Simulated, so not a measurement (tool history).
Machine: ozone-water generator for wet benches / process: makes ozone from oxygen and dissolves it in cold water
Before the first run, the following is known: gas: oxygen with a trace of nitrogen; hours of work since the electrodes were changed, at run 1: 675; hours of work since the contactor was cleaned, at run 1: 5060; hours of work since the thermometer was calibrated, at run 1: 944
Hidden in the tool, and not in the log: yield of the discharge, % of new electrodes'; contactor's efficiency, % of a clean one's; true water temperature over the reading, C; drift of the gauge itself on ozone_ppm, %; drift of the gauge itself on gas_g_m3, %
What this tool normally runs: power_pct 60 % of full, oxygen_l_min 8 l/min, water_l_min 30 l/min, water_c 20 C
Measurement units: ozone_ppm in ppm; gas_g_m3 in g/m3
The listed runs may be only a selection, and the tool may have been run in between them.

run	hour	power_pct	oxygen_l_min	water_l_min	water_c	hours of work since the electrodes were changed	hours of work since the contactor was cleaned	hours of work since the thermometer was calibrated	ozone_ppm	gas_g_m3
1	0	60	8	30	20	675	5060	944	24.3	219
2	66	60	8	30	20	738	5122	1006	24.1	216.3
3	117.9	60	8	30	20	786	5171	1055	24.2	218.6
4	171.3	40	8	30	20	837	5221	1106	19	171
5	221.7	60	8.51	30	20	884	5268	1153	23.7	210.2
6	305.3	60	8.63	30	20	963	5347	1232	24.2	206.9
7	415.6	60	8.63	30	20	1067	5451	1336	23.9	208.6
8	472.2	60	8.63	30	20	1120	5504	1389	23.6	207.6
9	576.8	60	7.49	30	20	1219	5603	1488	24	224.9
10	667.7	60	7.49	30	20	1304	5688	1573	24	225.8
11	760.5	60	7.49	30	20	1392	5776	1661	23.7	224.7
12	853.2	56	8	30	20	1479	5863	1748	23.1	207.5
13	963.1	60	8	30	20	1582	5967	1851	23.6	214.8
14	1034.4	60	8	30	20	1650	6034	1919	24	218
15	1115.5	60	8	30	20	1726	6110	1995	23.9	215.1
16	1191.2	60	8	30	20	1797	6182	2066	23.5	213.7
17	1299.6	60	8	30	20	1899	6284	2168	23.6	212.9
18	1409.2	60	8	30	20	2003	6387	2272	23.3	214
19	1470.2	80	11.25	46	19	2060	6444	2329	19.7	206.6
# hour 1482: contactor cleaned
20	1578.5	54	8	40	13	2158	91	2427	18.6	200.1
# hour 1654.1: contactor cleaned, once more
21	1678.6	54	8	40	13	2249	23	2518	20.1	201.8
22	1732.8	60	8	31	20	2300	74	2569	23.9	211.7
23	1781.2	98	8	25	20	2345	120	2614	37	282.9
24	1855.7	45	8	23	20	2416	190	2685	24.5	180.2
25	1922.9	45	13.2	23	19	2479	253	2748	23	131.9
26	2017.7	45	13.2	23	19	2568	342	2837	22.7	133.6
27	2081.2	60	8	28	21	2628	402	2897	25	211.7
28	2190.7	90	11.72	21	20	2731	505	3000	35.8	212.9
29	2241.7	90	11.72	21	20	2779	553	3048	35.6	210.2
30	2333.9	55	4.45	33	13	2866	640	3135	22.5	287.1
31	2419.1	59	10.94	40	20	2946	721	3215	19	171.8
32	2519.5	60	8	30	18	3041	815	3310	24.9	209.6
33	2622	60	5.6	30	25	3137	912	3406	22.6	261.2
34	2700.6	60	5.6	43	12	3211	986	3480	18.9	260.6

Branching from run 34: 3 alternative next runs. What would each branch give?
A	2786	63	6.35	25	12	3292	1066	3561	?	?
B	2786	94	5.6	20	13	3292	1066	3561	?	?
C	2786	60	5.6	32	12	3292	1066	3561	?	?

run	ozone_ppm	gas_g_m3
A	31.8	247.4
B	46.7	336.7
C	24.8	261.8
The same runs, with their run-to-run variation unchanged, on a tool lacking any hidden condition would have given:
run	ozone_ppm	gas_g_m3
A	33.7	259.7
B	50.1	357.8
C	26.3	274.4
